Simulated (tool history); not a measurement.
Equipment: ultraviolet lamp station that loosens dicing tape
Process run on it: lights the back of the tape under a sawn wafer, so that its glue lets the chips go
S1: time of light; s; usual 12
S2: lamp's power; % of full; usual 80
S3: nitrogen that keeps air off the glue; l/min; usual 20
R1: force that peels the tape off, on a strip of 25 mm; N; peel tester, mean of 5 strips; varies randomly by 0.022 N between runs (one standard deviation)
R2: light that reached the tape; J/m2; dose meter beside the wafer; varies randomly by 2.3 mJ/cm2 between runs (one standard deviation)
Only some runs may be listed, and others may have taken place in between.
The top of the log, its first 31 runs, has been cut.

run,hour,S1,S2,S3,R1,R2
32,1552.6,9,85,13,1.978,1690
33,1588.5,12,67,19,1.54,1720
34,1640.9,12,67,19,1.575,1850
35,1691.1,12,98,19,0.711,2600
36,1728,12,98,19,0.705,2570
37,1775.4,12,71,18,1.431,1890
38,1808.9,17,78,20,0.521,2920
39,1861.7,21,80,20,0.276,3700
40,1910.9,8,80,14,2.594,1400
41,1956.6,8,80,14,2.516,1400
42,2019.4,6,62,14,4.826,830
43,2079,7,62,14,4.022,970
44,2128.5,12,72,20,1.365,1920

Forecast each of these 3 alternatives for the next run:
A,2179.6,12,72,16,?,?
B,2179.6,8,80,32,?,?
C,2179.6,10,64,17,?,?

run,R1,R2
A,1.459,1940
B,2.038,1420
C,2.359,1400
With no hidden state in the tool, these same runs would have given:
run,R1,R2
A,1.452,1940
B,2.029,1420
C,2.35,1400
